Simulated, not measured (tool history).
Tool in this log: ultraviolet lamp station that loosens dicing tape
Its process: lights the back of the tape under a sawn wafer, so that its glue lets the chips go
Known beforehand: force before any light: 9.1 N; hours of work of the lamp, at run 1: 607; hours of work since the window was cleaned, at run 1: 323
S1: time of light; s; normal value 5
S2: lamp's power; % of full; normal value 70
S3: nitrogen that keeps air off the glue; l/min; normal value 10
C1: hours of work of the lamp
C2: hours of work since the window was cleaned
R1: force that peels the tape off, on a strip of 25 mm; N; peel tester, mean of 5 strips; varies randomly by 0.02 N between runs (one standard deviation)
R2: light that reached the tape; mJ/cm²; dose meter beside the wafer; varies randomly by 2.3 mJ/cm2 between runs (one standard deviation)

{"run": 1, "hour": 0.0, "S1": 5, "S2": 70, "S3": 10, "C1": 607, "C2": 323, "R1": 1.475, "R2": 164}
{"run": 2, "hour": 28.4, "S1": 5, "S2": 70, "S3": 19, "C1": 629, "C2": 345, "R1": 1.019, "R2": 165}
{"run": 3, "hour": 62.8, "S1": 5, "S2": 70, "S3": 10, "C1": 656, "C2": 371, "R1": 1.647, "R2": 164}
{"hour": 78.0, "done": "window cleaned of glue's vapour"}
{"run": 4, "hour": 90.6, "S1": 5, "S2": 70, "S3": 10, "C1": 677, "C2": 10, "R1": 1.902, "R2": 146}
{"run": 5, "hour": 116.6, "S1": 5, "S2": 70, "S3": 10, "C1": 697, "C2": 30, "R1": 1.918, "R2": 147}
{"run": 6, "hour": 136.9, "S1": 2, "S2": 70, "S3": 10, "C1": 712, "C2": 45, "R1": 4.927, "R2": 59}
{"hour": 150.8, "done": "window cleaned of glue's vapour, once more"}
{"run": 7, "hour": 175.0, "S1": 2, "S2": 70, "S3": 10, "C1": 741, "C2": 19, "R1": 4.137, "R2": 70}
{"run": 8, "hour": 192.1, "S1": 2, "S2": 70, "S3": 10, "C1": 754, "C2": 32, "R1": 4.139, "R2": 70}
{"run": 9, "hour": 231.1, "S1": 5, "S2": 70, "S3": 4, "C1": 784, "C2": 62, "R1": 2.444, "R2": 175}
{"run": 10, "hour": 261.0, "S1": 2, "S2": 75, "S3": 17, "C1": 807, "C2": 85, "R1": 3.496, "R2": 76}
{"run": 11, "hour": 277.3, "S1": 2, "S2": 75, "S3": 17, "C1": 820, "C2": 97, "R1": 3.466, "R2": 72}
{"run": 12, "hour": 303.0, "S1": 6, "S2": 70, "S3": 10, "C1": 840, "C2": 117, "R1": 1.029, "R2": 206}
{"run": 13, "hour": 323.5, "S1": 6, "S2": 70, "S3": 10, "C1": 855, "C2": 133, "R1": 1.015, "R2": 200}
{"run": 14, "hour": 351.4, "S1": 6, "S2": 70, "S3": 10, "C1": 877, "C2": 154, "R1": 1.049, "R2": 201}
{"run": 15, "hour": 372.2, "S1": 7, "S2": 89, "S3": 5, "C1": 893, "C2": 170, "R1": 0.855, "R2": 293}
{"run": 16, "hour": 388.6, "S1": 5, "S2": 88, "S3": 16, "C1": 905, "C2": 183, "R1": 0.723, "R2": 207}
{"run": 17, "hour": 424.0, "S1": 8, "S2": 83, "S3": 10, "C1": 933, "C2": 210, "R1": 0.404, "R2": 307}

Predict each of these 3 candidate next runs independently; none follows another, all start after run 17:
{"run": "A", "hour": 443.2, "S1": 5, "S2": 75, "S3": 10, "C1": 947, "C2": 225, "R1": "?", "R2": "?"}
{"run": "B", "hour": 443.2, "S1": 7, "S2": 86, "S3": 5, "C1": 947, "C2": 225, "R1": "?", "R2": "?"}
{"run": "C", "hour": 443.2, "S1": 8, "S2": 63, "S3": 5, "C1": 947, "C2": 225, "R1": "?", "R2": "?"}

run=A R1=1.394 R2=171
run=B R1=0.967 R2=273
run=C R1=1.345 R2=228
The same runs, with their run-to-run variation unchanged, on a tool lacking any hidden condition would have given:
run=A R1=0.821 R2=224
run=B R1=0.535 R2=359
run=C R1=0.787 R2=299

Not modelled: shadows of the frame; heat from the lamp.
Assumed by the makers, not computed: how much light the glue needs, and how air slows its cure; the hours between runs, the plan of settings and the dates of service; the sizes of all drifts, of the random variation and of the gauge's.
